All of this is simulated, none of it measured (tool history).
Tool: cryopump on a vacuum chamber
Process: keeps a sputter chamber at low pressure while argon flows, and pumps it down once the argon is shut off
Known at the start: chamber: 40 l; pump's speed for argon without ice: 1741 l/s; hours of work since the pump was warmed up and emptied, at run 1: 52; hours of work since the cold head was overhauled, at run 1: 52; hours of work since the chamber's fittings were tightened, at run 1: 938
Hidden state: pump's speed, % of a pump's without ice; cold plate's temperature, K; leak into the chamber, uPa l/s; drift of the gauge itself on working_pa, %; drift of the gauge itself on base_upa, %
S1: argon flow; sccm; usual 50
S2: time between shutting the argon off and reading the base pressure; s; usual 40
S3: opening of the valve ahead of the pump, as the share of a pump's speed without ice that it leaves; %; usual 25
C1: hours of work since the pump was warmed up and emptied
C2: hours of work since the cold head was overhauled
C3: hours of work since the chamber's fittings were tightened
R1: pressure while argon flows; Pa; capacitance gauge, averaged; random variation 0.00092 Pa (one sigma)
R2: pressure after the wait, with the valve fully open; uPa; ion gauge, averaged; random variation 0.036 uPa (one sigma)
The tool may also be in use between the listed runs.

| run | hour | S1 | S2 | S3 | C1 | C2 | C3 | R1 | R2 |
|---|---|---|---|---|---|---|---|---|---|
| 1 | 0 | 50 | 40 | 25 | 52 | 52 | 938 | 0.1943 | 2.53 |
| 2 | 23.7 | 50 | 40 | 25 | 70 | 70 | 955 | 0.1966 | 2.63 |
| 3 | 51.6 | 50 | 40 | 25 | 90 | 90 | 976 | 0.1965 | 2.48 |
| 4 | 84.4 | 50 | 40 | 25 | 115 | 115 | 1000 | 0.198 | 2.62 |
| 5 | 122.6 | 50 | 40 | 25 | 143 | 143 | 1029 | 0.1997 | 2.55 |
| 6 | 159.2 | 39 | 40 | 25 | 170 | 170 | 1056 | 0.1548 | 2.63 |
| 7 | 183.6 | 50 | 163 | 25 | 188 | 188 | 1074 | 0.1975 | 1.33 |
| 8 | 211.8 | 50 | 163 | 25 | 209 | 209 | 1095 | 0.198 | 1.29 |
| 9 | 234.6 | 50 | 40 | 25 | 226 | 226 | 1111 | 0.1985 | 2.74 |
| 10 | 260.7 | 50 | 76 | 25 | 245 | 245 | 1131 | 0.1997 | 1.85 |
| 11 | 282.8 | 50 | 76 | 25 | 262 | 262 | 1147 | 0.1999 | 1.91 |
| 12 | 301.2 | 50 | 76 | 25 | 275 | 275 | 1161 | 0.202 | 1.88 |
| 13 | 332.4 | 50 | 40 | 25 | 298 | 298 | 1184 | 0.2014 | 2.86 |
| 14 | 354.1 | 91 | 40 | 25 | 314 | 314 | 1200 | 0.3663 | 2.8 |
| 15 | 396 | 91 | 40 | 25 | 346 | 346 | 1231 | 0.3671 | 2.8 |
| 16 | 418.5 | 50 | 40 | 25 | 362 | 362 | 1248 | 0.2021 | 2.86 |
| 17 | 451.2 | 50 | 40 | 27 | 386 | 386 | 1272 | 0.1889 | 2.78 |
| 18 | 472.4 | 50 | 282 | 25 | 402 | 402 | 1288 | 0.204 | 1.32 |
| 19 | 498.4 | 50 | 40 | 38 | 421 | 421 | 1307 | 0.1401 | 2.88 |
| 20 | 538.5 | 85 | 209 | 37 | 451 | 451 | 1337 | 0.2425 | 1.35 |
| 21 | 558.3 | 85 | 156 | 25 | 466 | 466 | 1351 | 0.3508 | 1.59 |
| 22 | 593 | 93 | 79 | 54 | 491 | 491 | 1377 | 0.1903 | 2.09 |
| 23 | 630.8 | 31 | 40 | 22 | 519 | 519 | 1405 | 0.1446 | 2.97 |
| 24 | 672.6 | 27 | 33 | 23 | 550 | 550 | 1436 | 0.1226 | 3.44 |
| 25 | 704 | 57 | 47 | 27 | 574 | 574 | 1459 | 0.2227 | 2.76 |
| 26 | 730.8 | 60 | 143 | 51 | 594 | 594 | 1479 | 0.1333 | 1.77 |
| 27 | 761.2 | 22 | 40 | 25 | 616 | 616 | 1502 | 0.093 | 3.12 |
| 28 | 803.6 | 58 | 31 | 46 | 647 | 647 | 1533 | 0.1423 | 3.77 |
| 29 | 833.4 | 58 | 31 | 46 | 669 | 669 | 1555 | 0.1431 | 3.77 |
| 30 | 857.5 | 50 | 40 | 36 | 687 | 687 | 1573 | 0.154 | 3.26 |
| 31 | 885.4 | 32 | 67 | 59 | 708 | 708 | 1594 | 0.0653 | 2.55 |
| 32 | 910.6 | 52 | 20 | 27 | 727 | 727 | 1612 | 0.2073 | 5.19 |
| 33 | 937.6 | 100 | 35 | 46 | 747 | 747 | 1632 | 0.2539 | 3.59 |
| 34 | 973.3 | 40 | 40 | 18 | 773 | 773 | 1659 | 0.2341 | 3.34 |

4 ways to go on from here, each from the tool as it stands after run 34. What would each give?
| A | 1009.9 | 34 | 153 | 42 | 800 | 800 | 1686 | ? | ? |
| B | 1009.9 | 45 | 144 | 47 | 800 | 800 | 1686 | ? | ? |
| C | 1009.9 | 67 | 79 | 29 | 800 | 800 | 1686 | ? | ? |
| D | 1009.9 | 34 | 96 | 24 | 800 | 800 | 1686 | ? | ? |

| run | R1 | R2 |
|---|---|---|
| A | 0.0942 | 2.06 |
| B | 0.1138 | 2.06 |
| C | 0.256 | 2.43 |
| D | 0.153 | 2.36 |
Without the tool's hidden state the same runs would have given:
| run | R1 | R2 |
|---|---|---|
| A | 0.0785 | 0.65 |
| B | 0.0929 | 0.7 |
| C | 0.2249 | 1.08 |
| D | 0.1373 | 0.93 |
